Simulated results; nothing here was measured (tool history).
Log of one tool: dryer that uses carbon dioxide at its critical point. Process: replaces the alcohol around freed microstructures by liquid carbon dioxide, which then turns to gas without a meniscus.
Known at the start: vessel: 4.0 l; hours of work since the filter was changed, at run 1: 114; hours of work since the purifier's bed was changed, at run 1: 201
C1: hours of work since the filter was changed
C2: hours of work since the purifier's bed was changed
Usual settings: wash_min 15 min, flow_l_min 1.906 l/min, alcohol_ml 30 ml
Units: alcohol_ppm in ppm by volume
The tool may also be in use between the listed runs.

{"run": 1, "hour": 0.0, "wash_min": 15, "flow_l_min": 1.906, "alcohol_ml": 30, "C1": 114, "C2": 201, "alcohol_ppm": 94}
{"run": 2, "hour": 71.9, "wash_min": 15, "flow_l_min": 1.906, "alcohol_ml": 30, "C1": 149, "C2": 236, "alcohol_ppm": 112}
{"run": 3, "hour": 128.7, "wash_min": 15, "flow_l_min": 1.906, "alcohol_ml": 30, "C1": 178, "C2": 265, "alcohol_ppm": 118}
{"run": 4, "hour": 183.4, "wash_min": 15, "flow_l_min": 1.906, "alcohol_ml": 30, "C1": 205, "C2": 292, "alcohol_ppm": 137}
{"run": 5, "hour": 253.1, "wash_min": 15, "flow_l_min": 1.58, "alcohol_ml": 30, "C1": 239, "C2": 326, "alcohol_ppm": 178}
{"hour": 310.6, "done": "inlet filter changed"}
{"run": 6, "hour": 319.2, "wash_min": 15, "flow_l_min": 1.58, "alcohol_ml": 30, "C1": 4, "C2": 359, "alcohol_ppm": 162}
{"run": 7, "hour": 387.9, "wash_min": 15, "flow_l_min": 2.99, "alcohol_ml": 30, "C1": 38, "C2": 393, "alcohol_ppm": 149}
{"run": 8, "hour": 442.9, "wash_min": 15, "flow_l_min": 1.906, "alcohol_ml": 30, "C1": 66, "C2": 420, "alcohol_ppm": 168}
{"run": 9, "hour": 480.3, "wash_min": 15, "flow_l_min": 1.906, "alcohol_ml": 30, "C1": 84, "C2": 439, "alcohol_ppm": 172}
{"run": 10, "hour": 531.6, "wash_min": 15, "flow_l_min": 1.906, "alcohol_ml": 30, "C1": 110, "C2": 464, "alcohol_ppm": 190}
{"run": 11, "hour": 569.7, "wash_min": 15, "flow_l_min": 1.906, "alcohol_ml": 30, "C1": 129, "C2": 483, "alcohol_ppm": 203}
{"run": 12, "hour": 620.4, "wash_min": 15, "flow_l_min": 1.906, "alcohol_ml": 30, "C1": 154, "C2": 508, "alcohol_ppm": 198}
{"run": 13, "hour": 650.8, "wash_min": 15, "flow_l_min": 1.906, "alcohol_ml": 30, "C1": 169, "C2": 523, "alcohol_ppm": 214}
{"run": 14, "hour": 719.1, "wash_min": 15, "flow_l_min": 1.906, "alcohol_ml": 50, "C1": 203, "C2": 557, "alcohol_ppm": 242}
{"run": 15, "hour": 761.0, "wash_min": 15, "flow_l_min": 1.906, "alcohol_ml": 50, "C1": 224, "C2": 578, "alcohol_ppm": 245}
{"run": 16, "hour": 829.3, "wash_min": 12, "flow_l_min": 1.65, "alcohol_ml": 100, "C1": 258, "C2": 612, "alcohol_ppm": 606}
{"hour": 846.5, "done": "inlet filter changed"}
{"run": 17, "hour": 873.0, "wash_min": 11, "flow_l_min": 1.906, "alcohol_ml": 30, "C1": 13, "C2": 633, "alcohol_ppm": 317}
{"hour": 910.1, "done": "purifier's bed changed"}
{"run": 18, "hour": 915.2, "wash_min": 11, "flow_l_min": 1.906, "alcohol_ml": 30, "C1": 33, "C2": 3, "alcohol_ppm": 60}
{"run": 19, "hour": 979.8, "wash_min": 10, "flow_l_min": 1.38, "alcohol_ml": 30, "C1": 65, "C2": 35, "alcohol_ppm": 324}
{"run": 20, "hour": 1043.0, "wash_min": 10, "flow_l_min": 1.38, "alcohol_ml": 30, "C1": 96, "C2": 66, "alcohol_ppm": 359}
{"run": 21, "hour": 1078.9, "wash_min": 15, "flow_l_min": 2.22, "alcohol_ml": 77, "C1": 114, "C2": 84, "alcohol_ppm": 50}
{"run": 22, "hour": 1131.5, "wash_min": 21, "flow_l_min": 2.58, "alcohol_ml": 42, "C1": 140, "C2": 110, "alcohol_ppm": 43}
{"run": 23, "hour": 1176.7, "wash_min": 22, "flow_l_min": 2.78, "alcohol_ml": 30, "C1": 162, "C2": 132, "alcohol_ppm": 51}
{"run": 24, "hour": 1237.3, "wash_min": 10, "flow_l_min": 1.906, "alcohol_ml": 30, "C1": 193, "C2": 162, "alcohol_ppm": 187}
{"run": 25, "hour": 1281.5, "wash_min": 10, "flow_l_min": 1.906, "alcohol_ml": 30, "C1": 214, "C2": 184, "alcohol_ppm": 190}
{"run": 26, "hour": 1320.0, "wash_min": 14, "flow_l_min": 1.906, "alcohol_ml": 119, "C1": 234, "C2": 204, "alcohol_ppm": 177}
{"run": 27, "hour": 1355.8, "wash_min": 20, "flow_l_min": 1.17, "alcohol_ml": 78, "C1": 251, "C2": 221, "alcohol_ppm": 210}
{"hour": 1386.4, "done": "inlet filter changed"}
{"run": 28, "hour": 1421.6, "wash_min": 20, "flow_l_min": 1.17, "alcohol_ml": 78, "C1": 17, "C2": 253, "alcohol_ppm": 175}

Run 29 comes next. What will it give?
{"run": 29, "hour": 1488.5, "wash_min": 13, "flow_l_min": 1.16, "alcohol_ml": 72, "C1": 51, "C2": 287, "alcohol_ppm": "?"}

Run 29 gave alcohol_ppm 658 ppm by volume.
Without the tool's hidden state the same run would have given alcohol_ppm 516 ppm by volume.
